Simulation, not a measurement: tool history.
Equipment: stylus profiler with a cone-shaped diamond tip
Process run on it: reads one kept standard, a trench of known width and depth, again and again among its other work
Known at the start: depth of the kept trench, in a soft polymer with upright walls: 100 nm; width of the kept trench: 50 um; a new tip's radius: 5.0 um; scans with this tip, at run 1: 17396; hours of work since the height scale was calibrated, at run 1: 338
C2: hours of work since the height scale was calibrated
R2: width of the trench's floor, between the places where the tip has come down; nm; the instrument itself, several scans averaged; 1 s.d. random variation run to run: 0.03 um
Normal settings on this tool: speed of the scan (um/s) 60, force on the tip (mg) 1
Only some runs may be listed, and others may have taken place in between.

Run 1, hour 0: usual settings; scans with this tip 17396; C2 338. Result: depth of the trench (Å) 1004.6, R2 47270 nm.
Run 2, hour 103.2: usual settings but force on the tip (mg) 0.51; scans with this tip 17967; C2 406. Result: depth of the trench (Å) 1001.8, R2 47230 nm.
Run 3, hour 200: usual settings; scans with this tip 18502; C2 470. Result: depth of the trench (Å) 1003.8, R2 47250 nm.
Run 4, hour 276.4: usual settings; scans with this tip 18924; C2 520. Result: depth of the trench (Å) 1003.3, R2 47190 nm.
Run 5, hour 378.6: usual settings; scans with this tip 19489; C2 588. Result: depth of the trench (Å) 1003.8, R2 47180 nm.
Run 6, hour 492.2: usual settings; scans with this tip 20117; C2 663. Result: depth of the trench (Å) 1003.4, R2 47200 nm.
Run 7, hour 566.3: usual settings; scans with this tip 20527; C2 712. Result: depth of the trench (Å) 1002.9, R2 47220 nm.
Run 8, hour 632.5: usual settings; scans with this tip 20893; C2 756. Result: depth of the trench (Å) 1002.3, R2 47150 nm.
Run 9, hour 728.2: usual settings but speed of the scan (um/s) 20; scans with this tip 21422; C2 819. Result: depth of the trench (Å) 1002.6, R2 47360 nm.
Run 10, hour 779.4: usual settings but speed of the scan (um/s) 20; scans with this tip 21705; C2 853. Result: depth of the trench (Å) 1001.5, R2 47400 nm.
Run 11, hour 891.3: usual settings; scans with this tip 22324; C2 927. Result: depth of the trench (Å) 1000.7, R2 47120 nm.
Run 12, hour 997.6: usual settings but force on the tip (mg) 0.48; scans with this tip 22911; C2 997. Result: depth of the trench (Å) 998.1, R2 46970 nm.
Run 13, hour 1057.2: usual settings but force on the tip (mg) 0.48; scans with this tip 23241; C2 1037. Result: depth of the trench (Å) 999.2, R2 46980 nm.
Run 14, hour 1115: usual settings but force on the tip (mg) 0.65; scans with this tip 23560; C2 1075. Result: depth of the trench (Å) 999.1, R2 47050 nm.
Run 15, hour 1181.6: usual settings; scans with this tip 23928; C2 1119. Result: depth of the trench (Å) 1000.7, R2 47120 nm.
Run 16, hour 1235.5: usual settings but force on the tip (mg) 1.21; scans with this tip 24227; C2 1154. Result: depth of the trench (Å) 1001.2, R2 47130 nm.
Run 17, hour 1319.1: usual settings but force on the tip (mg) 1.21; scans with this tip 24688; C2 1210. Result: depth of the trench (Å) 1001, R2 47120 nm.
Run 18, hour 1418.2: usual settings but force on the tip (mg) 1.21; scans with this tip 25236; C2 1275. Result: depth of the trench (Å) 1000.6, R2 47160 nm.
Run 19, hour 1524.3: usual settings but speed of the scan (um/s) 24; scans with this tip 25823; C2 1345. Result: depth of the trench (Å) 999.4, R2 47230 nm.
Run 20, hour 1602.9: usual settings but speed of the scan (um/s) 24; scans with this tip 26257; C2 1397. Result: depth of the trench (Å) 999.2, R2 47240 nm.
Run 21, hour 1680.1: usual settings but speed of the scan (um/s) 24; scans with this tip 26684; C2 1448. Result: depth of the trench (Å) 998.7, R2 47260 nm.
Run 22, hour 1744.1: usual settings but speed of the scan (um/s) 24; scans with this tip 27038; C2 1491. Result: depth of the trench (Å) 998.6, R2 47220 nm.
Run 23, hour 1813.7: usual settings but speed of the scan (um/s) 23; scans with this tip 27423; C2 1537. Result: depth of the trench (Å) 998.3, R2 47210 nm.
Run 24, hour 1922.1: usual settings but speed of the scan (um/s) 23; scans with this tip 28022; C2 1608. Result: depth of the trench (Å) 999, R2 47170 nm.
Run 25, hour 2025.1: usual settings but force on the tip (mg) 0.35; scans with this tip 28592; C2 1676. Result: depth of the trench (Å) 994.9, R2 46780 nm.
At hour 2080.5: height scale calibrated on a step standard.
Run 26, hour 2132.5: usual settings but speed of the scan (um/s) 27, force on the tip (mg) 0.39; scans with this tip 29182; C2 34. Result: depth of the trench (Å) 1002.5, R2 47070 nm.
Run 27, hour 2224.5: usual settings but speed of the scan (um/s) 139, force on the tip (mg) 0.56; scans with this tip 29691; C2 95. Result: depth of the trench (Å) 1003, R2 46360 nm.
Run 28, hour 2306.8: usual settings but speed of the scan (um/s) 203, force on the tip (mg) 1.3; scans with this tip 30146; C2 150. Result: depth of the trench (Å) 1005.9, R2 46320 nm.
Run 29, hour 2360.6: usual settings but speed of the scan (um/s) 203, force on the tip (mg) 1.3; scans with this tip 30443; C2 185. Result: depth of the trench (Å) 1005.6, R2 46320 nm.
Run 30, hour 2417.5: usual settings but speed of the scan (um/s) 203, force on the tip (mg) 1.3; scans with this tip 30758; C2 223. Result: depth of the trench (Å) 1006, R2 46300 nm.
Run 31, hour 2491.2: usual settings but speed of the scan (um/s) 203, force on the tip (mg) 1.3; scans with this tip 31165; C2 272. Result: depth of the trench (Å) 1004.9, R2 46320 nm.
Run 32, hour 2576.7: usual settings but speed of the scan (um/s) 16, force on the tip (mg) 0.47; scans with this tip 31638; C2 328. Result: depth of the trench (Å) 1001.3, R2 47150 nm.
Run 33, hour 2639.1: usual settings but force on the tip (mg) 2.91; scans with this tip 31983; C2 369. Result: depth of the trench (Å) 1009.2, R2 47070 nm.
Run 34, hour 2723.9: usual settings but speed of the scan (um/s) 41, force on the tip (mg) 1.27; scans with this tip 32451; C2 425. Result: depth of the trench (Å) 1004.9, R2 47040 nm.
Run 35, hour 2785.6: usual settings but speed of the scan (um/s) 106, force on the tip (mg) 1.76; scans with this tip 32793; C2 466. Result: depth of the trench (Å) 1006, R2 46770 nm.
Run 36, hour 2885.4: usual settings but speed of the scan (um/s) 106, force on the tip (mg) 1.76; scans with this tip 33344; C2 532. Result: depth of the trench (Å) 1006, R2 46760 nm.
Run 37, hour 3004: usual settings but speed of the scan (um/s) 210; scans with this tip 34000; C2 610. Result: depth of the trench (Å) 1001.9, R2 46070 nm.
Run 38, hour 3058.7: usual settings but speed of the scan (um/s) 210; scans with this tip 34302; C2 647. Result: depth of the trench (Å) 1001.9, R2 46120 nm.
Run 39, hour 3132.1: usual settings but speed of the scan (um/s) 210; scans with this tip 34708; C2 695. Result: depth of the trench (Å) 1002.9, R2 46080 nm.
Run 40, hour 3193.1: usual settings but speed of the scan (um/s) 72, force on the tip (mg) 0.56; scans with this tip 35045; C2 735. Result: depth of the trench (Å) 1000.6, R2 46660 nm.
Run 41, hour 3281.5: usual settings but speed of the scan (um/s) 44, force on the tip (mg) 0.36; scans with this tip 35534; C2 794. Result: depth of the trench (Å) 998.3, R2 46710 nm.
Run 42, hour 3373.8: usual settings but speed of the scan (um/s) 44, force on the tip (mg) 0.36; scans with this tip 36044; C2 855. Result: depth of the trench (Å) 998.3, R2 46790 nm.
Run 43, hour 3486.9: usual settings but speed of the scan (um/s) 21, force on the tip (mg) 0.8; scans with this tip 36670; C2 930. Result: depth of the trench (Å) 999.6, R2 46980 nm.
Run 44, hour 3572.2: usual settings but force on the tip (mg) 0.39; scans with this tip 37141; C2 986. Result: depth of the trench (Å) 998, R2 46590 nm.
Run 45, hour 3665: usual settings but speed of the scan (um/s) 195, force on the tip (mg) 0.44; scans with this tip 37654; C2 1047. Result: depth of the trench (Å) 997.8, R2 45580 nm.
Run 46, hour 3719.6: usual settings but speed of the scan (um/s) 48, force on the tip (mg) 0.49; scans with this tip 37956; C2 1084. Result: depth of the trench (Å) 999.3, R2 46740 nm.
Run 47, hour 3773.1: usual settings but speed of the scan (um/s) 30; scans with this tip 38251; C2 1119. Result: depth of the trench (Å) 1000.8, R2 46960 nm.

Forecast each of these 3 alternatives for the next run:
At hour 3816.9: new tip fitted, height scale calibrated.
Run A, hour 3838.4: usual settings but speed of the scan (um/s) 99; scans with this tip 119; C2 14. Result: depth of the trench (Å) ?, R2 ?.
At hour 3816.9: new tip fitted, height scale calibrated.
Run B, hour 3838.4: usual settings but speed of the scan (um/s) 22; scans with this tip 119; C2 14. Result: depth of the trench (Å) ?, R2 ?.
At hour 3816.9: new tip fitted, height scale calibrated.
Run C, hour 3838.4: usual settings but speed of the scan (um/s) 112, force on the tip (mg) 0.38; scans with this tip 119; C2 14. Result: depth of the trench (Å) ?, R2 ?.

run  depth of the trench (Å)     R2
  A                   1005.6  47520
  B                   1004.9  47890
  C                   1003.8  47040
Take away the tool's hidden state, keep each run's random variation, and the runs would have read:
run  depth of the trench (Å)     R2
  A                   1005.4  47480
  B                   1004.8  47860
  C                   1003.7  47010
